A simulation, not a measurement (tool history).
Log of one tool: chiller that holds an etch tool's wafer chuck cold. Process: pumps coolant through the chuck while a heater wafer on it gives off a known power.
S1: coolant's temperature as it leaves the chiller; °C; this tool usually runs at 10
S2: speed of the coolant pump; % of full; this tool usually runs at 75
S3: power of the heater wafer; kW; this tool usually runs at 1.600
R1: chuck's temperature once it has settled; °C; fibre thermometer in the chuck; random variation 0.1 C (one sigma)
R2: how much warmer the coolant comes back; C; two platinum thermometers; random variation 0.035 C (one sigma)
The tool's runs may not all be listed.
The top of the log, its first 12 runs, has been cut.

{"run": 13, "hour": 500.4, "S1": 10, "S2": 75, "S3": 1.6, "R1": 22.2, "R2": 5.92}
{"run": 14, "hour": 528.4, "S1": 10, "S2": 75, "S3": 0.86, "R1": 16.7, "R2": 3.28}
{"run": 15, "hour": 588.0, "S1": 10, "S2": 75, "S3": 1.6, "R1": 22.3, "R2": 6.0}
{"run": 16, "hour": 636.9, "S1": 10, "S2": 75, "S3": 1.6, "R1": 22.3, "R2": 5.95}
{"run": 17, "hour": 670.7, "S1": 10, "S2": 75, "S3": 1.561, "R1": 22.0, "R2": 5.77}
{"run": 18, "hour": 700.7, "S1": 10, "S2": 75, "S3": 1.561, "R1": 22.0, "R2": 5.8}
{"run": 19, "hour": 754.3, "S1": 3, "S2": 95, "S3": 1.371, "R1": 12.1, "R2": 4.02}
{"run": 20, "hour": 811.4, "S1": 19, "S2": 80, "S3": 1.727, "R1": 31.8, "R2": 6.03}
{"run": 21, "hour": 864.5, "S1": 3, "S2": 62, "S3": 1.727, "R1": 17.8, "R2": 7.69}
{"hour": 884.0, "done": "chiller's thermometer calibrated"}
{"run": 22, "hour": 901.7, "S1": 3, "S2": 62, "S3": 1.727, "R1": 17.9, "R2": 7.68}
{"run": 23, "hour": 929.4, "S1": 12, "S2": 65, "S3": 1.496, "R1": 24.4, "R2": 6.43}
{"run": 24, "hour": 986.9, "S1": 4, "S2": 87, "S3": 1.384, "R1": 13.7, "R2": 4.47}
{"run": 25, "hour": 1044.2, "S1": 4, "S2": 87, "S3": 1.384, "R1": 13.7, "R2": 4.5}
{"run": 26, "hour": 1070.8, "S1": 18, "S2": 89, "S3": 1.915, "R1": 31.2, "R2": 6.08}
{"run": 27, "hour": 1098.7, "S1": 18, "S2": 89, "S3": 1.915, "R1": 31.2, "R2": 6.07}
{"run": 28, "hour": 1153.2, "S1": 18, "S2": 73, "S3": 1.915, "R1": 32.9, "R2": 7.3}
{"run": 29, "hour": 1211.3, "S1": 13, "S2": 81, "S3": 1.06, "R1": 20.8, "R2": 3.65}
{"run": 30, "hour": 1269.4, "S1": 17, "S2": 81, "S3": 2.233, "R1": 33.4, "R2": 7.76}
{"run": 31, "hour": 1328.4, "S1": 3, "S2": 90, "S3": 1.514, "R1": 13.4, "R2": 4.77}

Each row is a separate what-if for the run after 31, all from the same tool condition, not one after another. Results?
{"run": "A", "hour": 1376.0, "S1": 10, "S2": 75, "S3": 1.134, "R1": "?", "R2": "?"}
{"run": "B", "hour": 1376.0, "S1": 14, "S2": 64, "S3": 2.121, "R1": "?", "R2": "?"}
{"run": "C", "hour": 1376.0, "S1": 10, "S2": 71, "S3": 0.964, "R1": "?", "R2": "?"}
{"run": "D", "hour": 1376.0, "S1": 3, "S2": 68, "S3": 1.851, "R1": "?", "R2": "?"}

run=A R1=18.7 R2=4.20
run=B R1=31.9 R2=9.18
run=C R1=17.6 R2=3.83
run=D R1=18.0 R2=7.57
Without the tool's unlogged condition, the same runs would have read:
run=A R1=18.7 R2=4.20
run=B R1=31.8 R2=9.17
run=C R1=17.6 R2=3.83
run=D R1=18.0 R2=7.57
